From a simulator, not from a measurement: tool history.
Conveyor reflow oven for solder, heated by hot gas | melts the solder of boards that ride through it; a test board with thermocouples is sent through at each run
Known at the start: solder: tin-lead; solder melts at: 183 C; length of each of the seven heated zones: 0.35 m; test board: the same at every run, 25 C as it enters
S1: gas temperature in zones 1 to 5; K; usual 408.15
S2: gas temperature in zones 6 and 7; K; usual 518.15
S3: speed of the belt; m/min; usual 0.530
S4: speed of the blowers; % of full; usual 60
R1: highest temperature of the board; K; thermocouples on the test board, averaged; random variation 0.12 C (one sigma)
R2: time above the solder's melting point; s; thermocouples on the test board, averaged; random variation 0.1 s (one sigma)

| run | hour | S1 | S2 | S3 | S4 | R1 | R2 |
|---|---|---|---|---|---|---|---|
| 1 | 0.0 | 408.15 | 518.15 | 0.530 | 60 | 490.35 | 56.9 |
| 2 | 33.0 | 408.15 | 518.15 | 0.530 | 60 | 490.65 | 56.9 |
| 3 | 70.4 | 408.15 | 518.15 | 0.530 | 60 | 490.55 | 56.7 |
| 4 | 103.6 | 408.15 | 518.15 | 0.530 | 60 | 490.35 | 56.6 |
| 5 | 126.8 | 408.15 | 518.15 | 0.530 | 60 | 490.05 | 56.5 |
| 6 | 147.4 | 408.15 | 518.15 | 0.589 | 60 | 485.05 | 46.0 |
| 7 | 178.2 | 408.15 | 518.15 | 0.589 | 60 | 485.05 | 45.8 |
| 8 | 220.1 | 408.15 | 518.15 | 0.589 | 60 | 484.75 | 45.3 |
| 9 | 258.3 | 408.15 | 518.15 | 0.589 | 60 | 485.05 | 45.4 |
|  | 288.9 | flux residue cleaned out of gas plates and filters |
| 10 | 299.8 | 408.15 | 518.15 | 0.589 | 78 | 495.15 | 54.9 |
| 11 | 337.2 | 408.15 | 507.15 | 0.599 | 54 | 475.55 | 34.7 |
| 12 | 381.3 | 408.15 | 507.15 | 0.599 | 68 | 481.65 | 42.5 |
|  | 387.6 | belt drive overhauled, speed set with a stopwatch |
| 13 | 412.5 | 408.15 | 518.15 | 0.530 | 58 | 491.65 | 58.0 |
| 14 | 439.9 | 405.15 | 517.15 | 0.449 | 51 | 493.75 | 69.9 |
| 15 | 460.9 | 405.15 | 517.15 | 0.449 | 51 | 493.55 | 70.0 |
| 16 | 506.4 | 412.15 | 510.15 | 0.520 | 69 | 490.35 | 60.4 |
| 17 | 544.6 | 414.15 | 533.15 | 0.629 | 54 | 493.65 | 51.8 |
| 18 | 571.0 | 408.15 | 530.15 | 0.530 | 75 | 507.65 | 70.0 |

The next listed run, before its measurement:
| 19 | 591.8 | 395.15 | 522.15 | 0.437 | 58 | ? | ? |

R1: 499.85 K
R2: 73.9 s
Without the tool's hidden state the same run would have given R1 500.55 K, R2 74.3 s.

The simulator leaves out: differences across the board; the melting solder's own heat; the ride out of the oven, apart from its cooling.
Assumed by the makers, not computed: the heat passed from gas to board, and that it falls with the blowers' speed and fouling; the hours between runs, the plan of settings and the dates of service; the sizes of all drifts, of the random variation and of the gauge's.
